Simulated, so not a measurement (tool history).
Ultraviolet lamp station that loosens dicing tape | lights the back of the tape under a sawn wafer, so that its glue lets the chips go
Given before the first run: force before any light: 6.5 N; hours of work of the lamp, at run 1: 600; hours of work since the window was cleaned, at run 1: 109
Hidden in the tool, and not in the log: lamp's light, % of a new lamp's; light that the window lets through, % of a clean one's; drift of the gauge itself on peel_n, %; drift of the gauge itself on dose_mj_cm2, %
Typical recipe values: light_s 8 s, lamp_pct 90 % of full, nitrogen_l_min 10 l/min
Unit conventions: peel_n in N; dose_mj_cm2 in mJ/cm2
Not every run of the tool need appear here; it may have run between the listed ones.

run,hour,light_s,lamp_pct,nitrogen_l_min,hours of work of the lamp,hours of work since the window was cleaned,peel_n,dose_mj_cm2
1,0.0,8,90,10,600,109,0.446,360
2,39.4,8,90,10,628,137,0.442,354
3,67.3,8,90,10,648,157,0.431,352
4,135.2,8,90,10,696,206,0.480,338
5,165.8,12,90,10,718,228,0.249,500
6,220.6,12,90,10,757,267,0.266,484
7,284.0,7,90,10,803,312,0.694,270
8,345.7,7,90,10,847,356,0.728,263
9,408.2,7,90,10,891,401,0.767,257
10,475.4,7,90,10,940,449,0.882,247
11,539.1,8,90,10,985,495,0.705,273
# hour 565.6: window cleaned of glue's vapour
12,590.8,8,90,10,1022,18,0.574,316
# hour 657.0: lamp changed
13,660.0,8,90,10,2,67,0.287,454
14,690.8,8,65,10,24,89,0.512,325
15,755.3,8,65,10,70,135,0.547,315
16,820.2,8,90,10,117,181,0.320,422
17,884.3,8,90,3,162,227,0.731,411
18,921.9,8,90,3,189,254,0.765,402
19,983.4,8,90,3,233,298,0.801,395
20,1011.8,9,90,10,254,318,0.309,437
21,1073.0,9,90,10,297,362,0.325,424
22,1138.7,9,75,10,344,409,0.468,341
23,1184.7,12,75,10,377,442,0.288,448
24,1222.4,12,75,10,404,469,0.299,435
25,1281.2,8,65,8,446,511,0.997,247
# hour 1287.1: window cleaned of glue's vapour
26,1331.4,13,100,3,482,32,0.291,708
27,1373.4,8,66,8,512,62,0.770,284
28,1422.3,8,66,8,547,97,0.799,273
29,1454.8,10,96,10,570,120,0.257,491
30,1488.4,8,81,10,594,144,0.517,328
31,1542.2,8,81,10,633,182,0.527,317
32,1578.9,7,79,16,659,209,0.556,267
33,1639.9,7,79,16,702,252,0.587,258
34,1701.0,10,84,8,746,296,0.453,381
35,1753.0,10,84,8,783,333,0.451,373
36,1814.1,8,83,6,827,377,0.920,280
37,1848.0,12,77,13,851,401,0.329,381
38,1887.1,12,77,13,879,429,0.328,377
39,1955.5,12,77,13,928,478,0.360,361
# hour 2004.0: window cleaned of glue's vapour
40,2004.1,13,83,13,962,0,0.247,486
41,2038.7,11,82,10,987,25,0.358,392
42,2091.9,11,71,18,1025,63,0.360,328

For run 43, what comes out?
43,2125.4,11,71,18,1049,87,?,?

{"run 43": {"peel_n": 0.361, "dose_mj_cm2": 324}}
Minus the tool's unlogged condition, the same run would have read peel_n 0.207 N, dose_mj_cm2 508 mJ/cm2.

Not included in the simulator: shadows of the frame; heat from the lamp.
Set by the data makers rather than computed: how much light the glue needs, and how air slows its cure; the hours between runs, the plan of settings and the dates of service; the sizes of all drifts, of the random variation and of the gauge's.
